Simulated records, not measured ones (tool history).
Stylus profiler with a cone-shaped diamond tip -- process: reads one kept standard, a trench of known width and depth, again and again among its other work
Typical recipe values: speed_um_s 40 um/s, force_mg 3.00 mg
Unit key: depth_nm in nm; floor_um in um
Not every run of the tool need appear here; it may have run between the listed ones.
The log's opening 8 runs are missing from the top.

run	hour	speed_um_s	force_mg	depth_nm	floor_um
9	110.5	40	3.00	203.33	97.81
10	119.5	40	3.15	203.39	97.78
11	132.0	40	2.39	202.90	97.77
12	144.5	40	3.00	203.38	97.79
13	158.6	40	3.00	203.42	97.75
14	179.1	40	3.00	203.36	97.71
15	188.8	40	3.00	203.45	97.72
16	201.9	40	3.00	203.42	97.79
17	212.0	40	4.23	204.31	97.79
18	223.6	40	1.68	202.27	97.67
19	234.8	40	1.68	202.25	97.67
20	247.5	40	1.68	202.24	97.66
21	265.4	40	3.18	203.34	97.73
# hour 267.6: height scale calibrated on a step standard
22	277.8	40	3.18	203.39	97.76
23	292.7	40	4.38	204.30	97.78
24	309.3	40	4.38	204.19	97.77
25	321.2	26	5.71	205.01	97.78
26	329.8	18	1.62	202.16	97.85
27	343.2	91	1.60	202.11	97.31
28	363.0	156	2.05	202.63	97.09

Run 29 is up next; what results do you expect?
29	377.1	34	2.08	?	?

For run 29 the tool returned depth_nm 202.40 nm, floor_um 97.72 um.
On a tool with no hidden condition, and with the same random variation, this run would have come out at depth_nm 202.42 nm, floor_um 97.88 um.
